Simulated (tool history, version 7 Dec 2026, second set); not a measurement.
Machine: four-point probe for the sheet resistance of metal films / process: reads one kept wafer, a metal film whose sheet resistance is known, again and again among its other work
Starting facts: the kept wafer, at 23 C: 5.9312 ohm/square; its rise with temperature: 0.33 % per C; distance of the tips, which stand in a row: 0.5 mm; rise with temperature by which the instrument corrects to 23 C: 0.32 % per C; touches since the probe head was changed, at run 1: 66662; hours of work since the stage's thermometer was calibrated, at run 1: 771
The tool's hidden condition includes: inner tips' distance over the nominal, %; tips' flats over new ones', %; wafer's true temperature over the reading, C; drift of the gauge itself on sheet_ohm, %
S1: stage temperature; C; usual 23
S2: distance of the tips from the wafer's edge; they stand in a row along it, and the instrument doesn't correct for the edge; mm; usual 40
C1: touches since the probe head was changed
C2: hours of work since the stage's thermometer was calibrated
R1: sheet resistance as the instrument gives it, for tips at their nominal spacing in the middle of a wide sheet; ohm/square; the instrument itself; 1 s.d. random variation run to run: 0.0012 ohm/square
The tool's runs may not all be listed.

run 1 hour=0 | S1=23 S2=40 | C1=66662 C2=771 | R1=5.931888
run 2 hour=137.5 | S1=23 S2=12 | C1=71486 C2=838 | R1=5.940172
run 3 hour=214 | S1=23 S2=12 | C1=74170 C2=874 | R1=5.939915
run 4 hour=289 | S1=23 S2=40 | C1=76800 C2=911 | R1=5.936127
run 5 hour=417.6 | S1=23 S2=40 | C1=81311 C2=973 | R1=5.938589
run 6 hour=554 | S1=23 S2=40 | C1=86093 C2=1038 | R1=5.940293
run 7 hour=630.6 | S1=23 S2=40 | C1=88782 C2=1075 | R1=5.941244
run 8 hour=688.7 | S1=23 S2=40 | C1=90818 C2=1103 | R1=5.941996
run 9 hour=827.2 | S1=23 S2=60 | C1=95677 C2=1170 | R1=5.944155
run 10 hour=967.3 | S1=23 S2=60 | C1=100592 C2=1237 | R1=5.944894
run 11 hour=1042 | S1=26 S2=40 | C1=103212 C2=1273 | R1=5.947843
run 12 hour=1169.8 | S1=26 S2=40 | C1=107692 C2=1335 | R1=5.950082
run 13 hour=1293.2 | S1=26 S2=40 | C1=112020 C2=1394 | R1=5.950201
run 14 hour=1396.3 | S1=26 S2=40 | C1=115637 C2=1444 | R1=5.951904
run 15 hour=1490.9 | S1=23 S2=66 | C1=118955 C2=1490 | R1=5.94863
run 16 hour=1581.2 | S1=23 S2=66 | C1=122124 C2=1533 | R1=5.949872
run 17 hour=1641.9 | S1=23 S2=66 | C1=124250 C2=1562 | R1=5.952642
-- hour=1708.9 stage's thermometer calibrated
run 18 hour=1780.2 | S1=23 S2=66 | C1=129085 C2=34 | R1=5.96249
run 19 hour=1902.9 | S1=23 S2=66 | C1=133389 C2=93 | R1=5.962765
run 20 hour=2010.3 | S1=23 S2=66 | C1=137156 C2=145 | R1=5.963353
run 21 hour=2112.6 | S1=19 S2=8 | C1=140743 C2=195 | R1=5.974734
run 22 hour=2194.2 | S1=19 S2=8 | C1=143606 C2=234 | R1=5.976992
run 23 hour=2300.7 | S1=20 S2=58 | C1=147342 C2=285 | R1=5.964064
run 24 hour=2412.3 | S1=20 S2=58 | C1=151255 C2=339 | R1=5.965863
run 25 hour=2473 | S1=27 S2=13 | C1=153386 C2=368 | R1=5.975669
run 26 hour=2600.2 | S1=26 S2=19 | C1=157849 C2=429 | R1=5.97331
run 27 hour=2734.5 | S1=21 S2=6 | C1=162559 C2=494 | R1=5.992854
run 28 hour=2850 | S1=21 S2=25 | C1=166608 C2=550 | R1=5.972795
run 29 hour=2924.5 | S1=34 S2=7 | C1=169221 C2=586 | R1=5.996762
run 30 hour=2998.9 | S1=34 S2=7 | C1=171830 C2=622 | R1=6.000493
run 31 hour=3131.9 | S1=18 S2=7 | C1=176496 C2=686 | R1=5.988549
run 32 hour=3193.3 | S1=18 S2=7 | C1=178650 C2=715 | R1=5.991034
run 33 hour=3256.6 | S1=29 S2=5 | C1=180869 C2=746 | R1=6.014936
run 34 hour=3326.1 | S1=20 S2=13 | C1=183306 C2=779 | R1=5.980968
run 35 hour=3452.6 | S1=19 S2=40 | C1=187744 C2=840 | R1=5.975625

Consider 4 possible next runs. They are alternatives, not a sequence: every one starts from the tool as it was left by run 35. What does each give?
run A hour=3552.8 | S1=25 S2=36 | C1=191261 C2=888 | R1=?
run B hour=3552.8 | S1=19 S2=4 | C1=191261 C2=888 | R1=?
run C hour=3552.8 | S1=20 S2=20 | C1=191261 C2=888 | R1=?
run D hour=3552.8 | S1=19 S2=16 | C1=191261 C2=888 | R1=?

run=A R1=5.984421
run=B R1=6.030306
run=C R1=5.980144
run=D R1=5.981158
Without the tool's unlogged condition, the same runs would have read:
run=A R1=5.934358
run=B R1=5.98002
run=C R1=5.930221
run=D R1=5.931248
